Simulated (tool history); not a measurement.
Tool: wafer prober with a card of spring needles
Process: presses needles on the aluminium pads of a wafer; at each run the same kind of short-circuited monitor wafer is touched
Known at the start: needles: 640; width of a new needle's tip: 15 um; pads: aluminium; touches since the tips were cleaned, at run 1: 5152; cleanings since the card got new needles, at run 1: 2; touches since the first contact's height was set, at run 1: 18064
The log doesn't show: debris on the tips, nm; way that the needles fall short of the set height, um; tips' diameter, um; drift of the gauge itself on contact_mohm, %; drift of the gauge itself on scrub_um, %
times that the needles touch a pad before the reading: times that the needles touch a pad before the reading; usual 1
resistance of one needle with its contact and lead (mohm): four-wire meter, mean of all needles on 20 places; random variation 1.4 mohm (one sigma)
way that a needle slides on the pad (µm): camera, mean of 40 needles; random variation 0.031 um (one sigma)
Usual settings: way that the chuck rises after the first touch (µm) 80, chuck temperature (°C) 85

run	day	way that the chuck rises after the first touch (µm)	chuck temperature (°C)	times that the needles touch a pad before the reading	touches since the tips were cleaned	cleanings since the card got new needles	touches since the first contact's height was set	resistance of one needle with its contact and lead (mohm)	way that a needle slides on the pad (µm)
1	0	80	85	1	5152	2	18064	273	10.84
# day 0.038: tips cleaned on abrasive film
2	0.254	80	85	1	2554	3	21033	224	10.91
# day 0.5: tips cleaned on abrasive film
3	0.679	95	85	1	2125	4	26053	198	12.85
# day 0.95: tips cleaned on abrasive film
4	1.108	95	85	1	1902	5	31155	183	12.91
# day 1.4: tips cleaned on abrasive film
5	1.658	95	85	1	3087	6	37665	212	12.82
# day 1.85: tips cleaned on abrasive film
6	1.983	95	85	1	1578	7	41496	177	12.89
# day 2.308: tips cleaned on abrasive film
7	2.529	80	85	1	2638	8	47971	238	10.78
# day 2.788: tips cleaned on abrasive film
8	2.804	80	85	1	201	9	51206	140	10.78
# day 3.271: tips cleaned on abrasive film
9	3.296	80	85	1	282	10	57021	143	10.82
# day 3.754: tips cleaned on abrasive film
10	3.8	80	85	1	542	11	63022	158	10.76
# day 4.25: tips cleaned on abrasive film
11	4.3	80	85	1	599	12	68906	154	10.81
12	4.654	80	85	2	4853	12	73160	210	10.8
# day 4.721: tips cleaned on abrasive film
13	4.979	80	85	2	3079	13	76980	195	10.76
# day 5.208: tips cleaned on abrasive film
14	5.371	80	85	1	1944	14	81605	223	10.71
# day 5.662: tips cleaned on abrasive film
15	5.879	80	85	1	2569	15	87621	240	10.69
# day 6.129: tips cleaned on abrasive film
16	6.288	80	85	1	1866	16	92464	222	10.75
# day 6.579: tips cleaned on abrasive film
17	6.758	80	85	1	2127	17	98038	229	10.71
# day 7.042: tips cleaned on abrasive film
18	7.154	80	85	1	1319	18	102717	201	10.74
19	7.383	77	73	1	4052	18	105450	294	10.29
# day 7.529: tips cleaned on abrasive film
20	7.671	71	105	1	1707	19	108848	236	9.41
21	7.971	66	105	1	5286	19	112427	361	8.75
# day 8.004: tips cleaned on abrasive film
# day 8.454: tips cleaned on abrasive film
22	8.508	83	85	1	615	21	118733	162	11.04
23	8.746	60	50	2	3468	21	121586	277	7.92
# day 8.925: tips cleaned on abrasive film
24	9.242	99	56	3	3790	22	127455	152	13.23
# day 9.4: tips cleaned on abrasive film
25	9.579	99	35	1	2109	23	131420	187	13.23
# day 9.867: tips cleaned on abrasive film
26	10.133	68	105	2	3171	24	137987	224	9.01
# day 10.317: tips cleaned on abrasive film
27	10.596	94	29	1	3363	25	143498	232	12.57
# day 10.767: tips cleaned on abrasive film
28	11.017	94	29	1	3007	26	148474	221	12.55
# day 11.217: tips cleaned on abrasive film
29	11.529	80	85	1	3767	27	154540	275	10.61
# day 11.667: tips cleaned on abrasive film
30	11.875	78	28	1	2514	28	158629	251	10.3
# day 12.154: tips cleaned on abrasive film
31	12.204	100	28	2	600	29	162475	128	13.28
32	12.446	100	28	2	3497	29	165372	178	13.29
# day 12.617: tips cleaned on abrasive film
33	12.775	100	28	2	1891	30	169242	156	13.25

Hidden state or all else? Some run-to-run changes of resistance of one needle with its contact and lead (mohm), split into what the settings, what came in and random variation would give without the hidden state, and what is left for the hidden state (with any gauge scatter that isn't in both results):
Run 20 -> 21: way that the chuck rises after the first touch (µm) 71 -> 66. resistance of one needle with its contact and lead (mohm) +125: hidden state +123, all else +2.
Run 21 -> 22: way that the chuck rises after the first touch (µm) 66 -> 83, chuck temperature (°C) 105 -> 85, tips cleaned on abrasive film, tips cleaned on abrasive film. resistance of one needle with its contact and lead (mohm) -199: hidden state -194, all else -5.
Run 23 -> 24: way that the chuck rises after the first touch (µm) 60 -> 99, chuck temperature (°C) 50 -> 56, times that the needles touch a pad before the reading 2 -> 3, tips cleaned on abrasive film. resistance of one needle with its contact and lead (mohm) -125: hidden state -117, all else -8.
Run 30 -> 31: way that the chuck rises after the first touch (µm) 78 -> 100, times that the needles touch a pad before the reading 1 -> 2, tips cleaned on abrasive film. resistance of one needle with its contact and lead (mohm) -123: hidden state -123, all else +0.
